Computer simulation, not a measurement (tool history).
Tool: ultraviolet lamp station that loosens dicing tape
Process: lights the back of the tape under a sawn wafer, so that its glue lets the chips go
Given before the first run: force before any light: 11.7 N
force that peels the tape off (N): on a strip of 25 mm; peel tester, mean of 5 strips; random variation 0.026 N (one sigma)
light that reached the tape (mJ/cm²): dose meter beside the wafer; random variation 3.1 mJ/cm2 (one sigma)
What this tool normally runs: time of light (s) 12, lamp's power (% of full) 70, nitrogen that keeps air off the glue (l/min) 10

run	hour	time of light (s)	lamp's power (% of full)	nitrogen that keeps air off the glue (l/min)	force that peels the tape off (N)	light that reached the tape (mJ/cm²)
1	0	12	70	10	1.546	433
2	8.6	12	70	10	1.539	439
3	15.5	12	70	10	1.56	436
4	24.8	12	70	10	1.541	435
5	29.2	12	70	10	1.556	442
6	36.6	12	70	10	1.517	424
7	44.2	12	70	10	1.583	439
8	49.4	12	70	10	1.612	432
9	56.7	12	70	10	1.55	426
10	65.7	12	70	10	1.571	432
11	71.4	12	70	10	1.567	430
12	76.3	12	70	10	1.542	437
13	81.7	12	70	10	1.615	427
14	87.7	12	70	10	1.594	432
15	95.6	12	70	10	1.57	427
16	101	12	70	10	1.586	425
17	108.4	12	70	10	1.594	423
18	116.2	12	70	10	1.584	424
19	122.3	12	70	10	1.648	425
20	130.8	12	70	10	1.732	427
21	136.4	12	70	10	1.59	421
22	142.7	12	70	10	1.684	429
23	148.8	13	86	10	0.862	562
24	153	7	95	7	2.84	337
25	159.2	12	73	5	2.167	443
26	167.5	12	73	5	2.165	437
27	172.8	23	98	10	0.15	1132
28	177	12	83	8	1.408	501
29	181.6	12	83	8	1.317	495
30	189.2	13	86	4	1.597	557
31	195.8	7	74	8	3.885	252
32	204.4	9	75	10	2.463	332
33	208.6	12	72	3	2.836	429
34	215.6	16	94	8	0.506	735
35	222.5	16	94	8	0.509	738
36	231	20	78	9	0.436	759
37	236.4	6	73	6	4.87	216
38	245.4	19	96	5	0.457	895
39	252.5	19	96	5	0.458	883

Predict the results of run 40:
40	258.8	19	96	5	?	?

For run 40 the tool returned force that peels the tape off (N) 0.46, light that reached the tape (mJ/cm²) 888.
If the tool had no hidden condition, the same run with the same run-to-run variation would have returned force that peels the tape off (N) 0.294, light that reached the tape (mJ/cm²) 1041.

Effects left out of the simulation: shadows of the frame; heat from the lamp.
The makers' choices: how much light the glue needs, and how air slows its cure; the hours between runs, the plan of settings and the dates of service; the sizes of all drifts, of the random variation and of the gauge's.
